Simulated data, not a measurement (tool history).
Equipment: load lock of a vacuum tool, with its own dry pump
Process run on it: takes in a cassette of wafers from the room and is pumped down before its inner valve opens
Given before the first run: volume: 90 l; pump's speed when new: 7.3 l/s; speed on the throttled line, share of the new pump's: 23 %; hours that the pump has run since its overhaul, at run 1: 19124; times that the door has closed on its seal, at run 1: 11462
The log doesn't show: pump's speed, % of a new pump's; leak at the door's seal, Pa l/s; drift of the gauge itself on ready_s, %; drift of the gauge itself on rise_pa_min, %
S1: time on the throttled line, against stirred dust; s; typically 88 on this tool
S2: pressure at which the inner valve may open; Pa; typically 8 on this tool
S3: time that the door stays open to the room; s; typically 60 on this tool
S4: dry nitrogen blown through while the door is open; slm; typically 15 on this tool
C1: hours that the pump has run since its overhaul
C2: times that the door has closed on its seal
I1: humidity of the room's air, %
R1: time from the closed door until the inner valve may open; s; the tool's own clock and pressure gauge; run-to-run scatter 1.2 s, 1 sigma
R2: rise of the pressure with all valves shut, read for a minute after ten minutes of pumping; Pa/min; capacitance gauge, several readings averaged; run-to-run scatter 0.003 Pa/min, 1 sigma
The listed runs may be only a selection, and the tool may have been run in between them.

| run | hour | S1 | S2 | S3 | S4 | C1 | C2 | I1 | R1 | R2 |
|---|---|---|---|---|---|---|---|---|---|---|
| 1 | 0.0 | 88 | 8 | 60 | 15 | 19124 | 11462 | 43.5 | 222.2 | 0.046 |
| 2 | 182.5 | 88 | 8 | 60 | 15 | 19306 | 11728 | 45.3 | 220.8 | 0.045 |
| 3 | 366.3 | 88 | 8 | 60 | 15 | 19490 | 11996 | 44.4 | 221.8 | 0.048 |
| 4 | 574.7 | 88 | 8 | 60 | 5 | 19698 | 12299 | 42.3 | 222.4 | 0.051 |
| 5 | 812.3 | 88 | 8 | 60 | 5 | 19936 | 12645 | 49.7 | 224.0 | 0.055 |
|  | 876.0 | dry pump taken out, an overhauled one fitted |
| 6 | 970.9 | 150 | 6 | 60 | 5 | 95 | 12868 | 46.7 | 240.4 | 0.055 |
| 7 | 1153.2 | 150 | 6 | 60 | 5 | 277 | 13133 | 41.1 | 237.4 | 0.053 |
| 8 | 1380.6 | 150 | 6 | 60 | 14 | 505 | 13465 | 44.1 | 234.7 | 0.050 |
| 9 | 1481.3 | 150 | 6 | 60 | 14 | 605 | 13611 | 45.3 | 238.3 | 0.049 |
| 10 | 1657.4 | 150 | 6 | 60 | 14 | 781 | 13868 | 45.3 | 238.9 | 0.049 |

3 options for the next run, each taken on its own from the tool as it stands now. Forecast them:
| A | 1774.6 | 111 | 9 | 60 | 15 | 899 | 14039 | 44.0 | ? | ? |
| B | 1774.6 | 56 | 8 | 60 | 5 | 899 | 14039 | 45.0 | ? | ? |
| C | 1774.6 | 150 | 7 | 153 | 16 | 899 | 14039 | 44.6 | ? | ? |

| run | R1 | R2 |
|---|---|---|
| A | 205.0 | 0.044 |
| B | 164.3 | 0.052 |
| C | 236.2 | 0.061 |
The same runs, with their run-to-run variation unchanged, on a tool lacking any hidden condition would have given:
| run | R1 | R2 |
|---|---|---|
| A | 202.8 | 0.024 |
| B | 161.5 | 0.032 |
| C | 234.1 | 0.040 |

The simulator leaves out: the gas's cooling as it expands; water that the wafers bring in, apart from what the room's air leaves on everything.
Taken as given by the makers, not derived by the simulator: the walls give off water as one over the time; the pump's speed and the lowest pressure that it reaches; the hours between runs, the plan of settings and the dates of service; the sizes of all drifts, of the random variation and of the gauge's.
